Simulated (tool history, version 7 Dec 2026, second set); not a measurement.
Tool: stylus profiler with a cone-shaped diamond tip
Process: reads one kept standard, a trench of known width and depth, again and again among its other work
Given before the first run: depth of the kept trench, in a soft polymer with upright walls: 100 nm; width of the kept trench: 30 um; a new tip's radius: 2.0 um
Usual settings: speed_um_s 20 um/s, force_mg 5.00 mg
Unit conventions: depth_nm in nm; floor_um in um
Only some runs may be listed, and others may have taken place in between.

Run 1, hour 0.0: usual settings. Result: depth_nm 102.62 nm, floor_um 28.65 um.
Run 2, hour 28.6: usual settings but force_mg 4.61 mg. Result: depth_nm 102.53 nm, floor_um 28.66 um.
Run 3, hour 47.6: usual settings but speed_um_s 10 um/s. Result: depth_nm 102.62 nm, floor_um 28.69 um.
Run 4, hour 78.9: usual settings. Result: depth_nm 102.69 nm, floor_um 28.65 um.
Run 5, hour 104.4: usual settings. Result: depth_nm 102.75 nm, floor_um 28.69 um.
Run 6, hour 139.1: usual settings but force_mg 2.32 mg. Result: depth_nm 101.49 nm, floor_um 28.59 um.
Run 7, hour 159.6: usual settings but force_mg 2.32 mg. Result: depth_nm 101.50 nm, floor_um 28.60 um.
Run 8, hour 175.5: usual settings but force_mg 11.27 mg. Result: depth_nm 104.65 nm, floor_um 28.67 um.
Run 9, hour 195.0: usual settings but force_mg 13.24 mg. Result: depth_nm 105.20 nm, floor_um 28.64 um.
Run 10, hour 222.6: usual settings but force_mg 3.57 mg. Result: depth_nm 102.14 nm, floor_um 28.64 um.
Run 11, hour 255.7: usual settings but force_mg 3.57 mg. Result: depth_nm 102.12 nm, floor_um 28.60 um.
Run 12, hour 285.0: usual settings. Result: depth_nm 102.61 nm, floor_um 28.65 um.
Run 13, hour 316.7: usual settings. Result: depth_nm 102.59 nm, floor_um 28.62 um.
Run 14, hour 337.8: usual settings but speed_um_s 58 um/s. Result: depth_nm 102.57 nm, floor_um 28.59 um.
Run 15, hour 370.9: usual settings. Result: depth_nm 102.67 nm, floor_um 28.64 um.
Run 16, hour 393.4: usual settings but force_mg 7.31 mg. Result: depth_nm 103.44 nm, floor_um 28.65 um.
Run 17, hour 422.0: usual settings but force_mg 7.31 mg. Result: depth_nm 103.40 nm, floor_um 28.70 um.
Run 18, hour 453.5: usual settings but speed_um_s 6 um/s. Result: depth_nm 102.60 nm, floor_um 28.72 um.
Run 19, hour 483.3: usual settings but speed_um_s 6 um/s. Result: depth_nm 102.66 nm, floor_um 28.70 um.
Run 20, hour 504.7: usual settings but force_mg 11.02 mg. Result: depth_nm 104.58 nm, floor_um 28.67 um.
Run 21, hour 534.5: usual settings but force_mg 11.02 mg. Result: depth_nm 104.44 nm, floor_um 28.64 um.
Run 22, hour 551.5: usual settings but speed_um_s 39 um/s, force_mg 8.49 mg. Result: depth_nm 103.81 nm, floor_um 28.67 um.
Run 23, hour 582.9: usual settings but speed_um_s 39 um/s, force_mg 8.49 mg. Result: depth_nm 103.78 nm, floor_um 28.59 um.
Run 24, hour 608.6: usual settings but speed_um_s 9 um/s, force_mg 5.98 mg. Result: depth_nm 102.98 nm, floor_um 28.63 um.
Run 25, hour 635.0: usual settings but speed_um_s 32 um/s, force_mg 3.52 mg. Result: depth_nm 102.00 nm, floor_um 28.64 um.
Run 26, hour 669.7: usual settings but speed_um_s 32 um/s, force_mg 3.52 mg. Result: depth_nm 101.97 nm, floor_um 28.61 um.
Run 27, hour 688.1: usual settings but speed_um_s 9 um/s, force_mg 10.19 mg. Result: depth_nm 104.30 nm, floor_um 28.66 um.
Run 28, hour 704.9: usual settings but speed_um_s 9 um/s, force_mg 10.19 mg. Result: depth_nm 104.23 nm, floor_um 28.63 um.
Run 29, hour 721.4: usual settings but speed_um_s 9 um/s, force_mg 10.19 mg. Result: depth_nm 104.27 nm, floor_um 28.68 um.
Run 30, hour 755.6: usual settings but force_mg 2.98 mg. Result: depth_nm 101.70 nm, floor_um 28.67 um.
Run 31, hour 786.1: usual settings but speed_um_s 6 um/s, force_mg 6.82 mg. Result: depth_nm 103.27 nm, floor_um 28.65 um.
Run 32, hour 805.7: usual settings but speed_um_s 71 um/s. Result: depth_nm 102.64 nm, floor_um 28.51 um.
Run 33, hour 828.6: usual settings but force_mg 10.00 mg. Result: depth_nm 104.23 nm, floor_um 28.65 um.
Run 34, hour 857.1: usual settings but force_mg 10.00 mg. Result: depth_nm 104.22 nm, floor_um 28.62 um.
Run 35, hour 871.7: usual settings but speed_um_s 10 um/s, force_mg 13.08 mg. Result: depth_nm 104.96 nm, floor_um 28.70 um.
Run 36, hour 886.1: usual settings but speed_um_s 11 um/s, force_mg 3.55 mg. Result: depth_nm 101.96 nm, floor_um 28.58 um.
Run 37, hour 905.8: usual settings but speed_um_s 12 um/s, force_mg 1.87 mg. Result: depth_nm 101.21 nm, floor_um 28.66 um.
Run 38, hour 928.2: usual settings but speed_um_s 77 um/s, force_mg 3.44 mg. Result: depth_nm 101.97 nm, floor_um 28.48 um.
Run 39, hour 956.5: usual settings but force_mg 2.86 mg. Result: depth_nm 101.74 nm, floor_um 28.64 um.

Below are 4 alternative next runs, each starting from the tool's condition after run 39. Predict each:
Run A, hour 973.6: usual settings but speed_um_s 17 um/s, force_mg 1.84 mg. Result: depth_nm ?, floor_um ?.
Run B, hour 973.6: usual settings but speed_um_s 48 um/s, force_mg 2.98 mg. Result: depth_nm ?, floor_um ?.
Run C, hour 973.6: usual settings but speed_um_s 7 um/s. Result: depth_nm ?, floor_um ?.
Run D, hour 973.6: usual settings but speed_um_s 6 um/s, force_mg 6.99 mg. Result: depth_nm ?, floor_um ?.

run  depth_nm  floor_um
  A    101.14     28.59
  B    101.71     28.52
  C    102.60     28.67
  D    103.16     28.66
The same runs, with their run-to-run variation unchanged, on a tool lacking any hidden condition would have given:
run  depth_nm  floor_um
  A    101.40     28.68
  B    101.97     28.60
  C    102.86     28.75
  D    103.42     28.75
